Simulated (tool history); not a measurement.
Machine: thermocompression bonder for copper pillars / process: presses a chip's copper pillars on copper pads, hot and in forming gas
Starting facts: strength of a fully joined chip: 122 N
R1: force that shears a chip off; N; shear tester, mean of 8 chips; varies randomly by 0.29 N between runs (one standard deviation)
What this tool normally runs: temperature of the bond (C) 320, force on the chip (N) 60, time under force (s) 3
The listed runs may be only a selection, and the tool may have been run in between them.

Run 1, hour 0.0: usual settings. Result: R1 81.3 N.
Run 2, hour 22.6: usual settings. Result: R1 80.1 N.
Run 3, hour 47.1: usual settings. Result: R1 80.5 N.
Run 4, hour 77.9: usual settings. Result: R1 80.2 N.
Run 5, hour 96.3: usual settings. Result: R1 79.3 N.
Run 6, hour 115.3: usual settings. Result: R1 79.4 N.
Run 7, hour 147.1: usual settings but time under force (s) 2. Result: R1 70.3 N.
Run 8, hour 165.7: usual settings. Result: R1 78.9 N.
Run 9, hour 180.5: usual settings. Result: R1 78.1 N.
Run 10, hour 198.6: usual settings. Result: R1 77.9 N.
Run 11, hour 215.5: usual settings. Result: R1 78.1 N.
Run 12, hour 236.3: usual settings. Result: R1 77.4 N.
At hour 238.1: forming gas filter changed.
Run 13, hour 256.1: usual settings. Result: R1 83.5 N.
Run 14, hour 275.1: usual settings but force on the chip (N) 48. Result: R1 73.2 N.
Run 15, hour 301.3: usual settings but force on the chip (N) 62. Result: R1 83.9 N.
Run 16, hour 318.0: usual settings but force on the chip (N) 62. Result: R1 83.8 N.
Run 17, hour 341.3: usual settings but force on the chip (N) 62. Result: R1 83.5 N.
Run 18, hour 372.5: usual settings but force on the chip (N) 78. Result: R1 93.4 N.
Run 19, hour 389.4: usual settings but force on the chip (N) 78. Result: R1 93.2 N.
Run 20, hour 403.3: usual settings but force on the chip (N) 78. Result: R1 92.6 N.
Run 21, hour 423.0: usual settings but force on the chip (N) 78. Result: R1 92.2 N.
Run 22, hour 448.9: usual settings but force on the chip (N) 78. Result: R1 91.8 N.
Run 23, hour 468.0: usual settings but temperature of the bond (C) 333, force on the chip (N) 38, time under force (s) 6. Result: R1 82.3 N.
Run 24, hour 487.7: usual settings but temperature of the bond (C) 333, force on the chip (N) 38, time under force (s) 6. Result: R1 82.2 N.
Run 25, hour 512.1: usual settings but temperature of the bond (C) 333, force on the chip (N) 38, time under force (s) 6. Result: R1 81.8 N.
Run 26, hour 541.7: usual settings but temperature of the bond (C) 317, force on the chip (N) 58, time under force (s) 5. Result: R1 85.7 N.
Run 27, hour 561.4: usual settings but temperature of the bond (C) 325, force on the chip (N) 57, time under force (s) 7. Result: R1 95.4 N.
Run 28, hour 589.0: usual settings but temperature of the bond (C) 302, force on the chip (N) 73, time under force (s) 2. Result: R1 68.2 N.
At hour 593.9: forming gas filter changed.
Run 29, hour 611.5: usual settings but temperature of the bond (C) 302, force on the chip (N) 67, time under force (s) 2. Result: R1 69.4 N.
Run 30, hour 637.9: usual settings but time under force (s) 2. Result: R1 75.6 N.
Run 31, hour 662.5: usual settings but force on the chip (N) 67, time under force (s) 5. Result: R1 99.1 N.
Run 32, hour 681.7: usual settings but temperature of the bond (C) 330, force on the chip (N) 37, time under force (s) 2. Result: R1 59.2 N.
Run 33, hour 707.5: usual settings but temperature of the bond (C) 297, force on the chip (N) 69. Result: R1 75.3 N.
Run 34, hour 727.9: usual settings but temperature of the bond (C) 297, force on the chip (N) 69. Result: R1 74.4 N.
Run 35, hour 745.7: usual settings but temperature of the bond (C) 290, force on the chip (N) 41, time under force (s) 2. Result: R1 41.2 N.
Run 36, hour 762.2: usual settings but temperature of the bond (C) 290, force on the chip (N) 41, time under force (s) 2. Result: R1 40.6 N.
Run 37, hour 784.0: usual settings but temperature of the bond (C) 297, force on the chip (N) 66. Result: R1 71.9 N.
Run 38, hour 803.4: usual settings but temperature of the bond (C) 341, force on the chip (N) 39, time under force (s) 2. Result: R1 66.3 N.
Run 39, hour 831.1: usual settings but temperature of the bond (C) 340, force on the chip (N) 82. Result: R1 103.0 N.

Forecast each of these 4 alternatives for the next run:
Run A, hour 862.2: usual settings but temperature of the bond (C) 332, force on the chip (N) 52. Result: R1 ?.
Run B, hour 862.2: usual settings but temperature of the bond (C) 326, force on the chip (N) 45. Result: R1 ?.
Run C, hour 862.2: usual settings but temperature of the bond (C) 331, force on the chip (N) 57, time under force (s) 4. Result: R1 ?.
Run D, hour 862.2: usual settings but temperature of the bond (C) 343, force on the chip (N) 42, time under force (s) 7. Result: R1 ?.

run    R1
  A  81.7
  B  71.9
  C  90.9
  D  94.5
Had the tool no hidden state, the same runs would have come out as:
run    R1
  A  81.0
  B  70.5
  C  91.3
  D  95.5
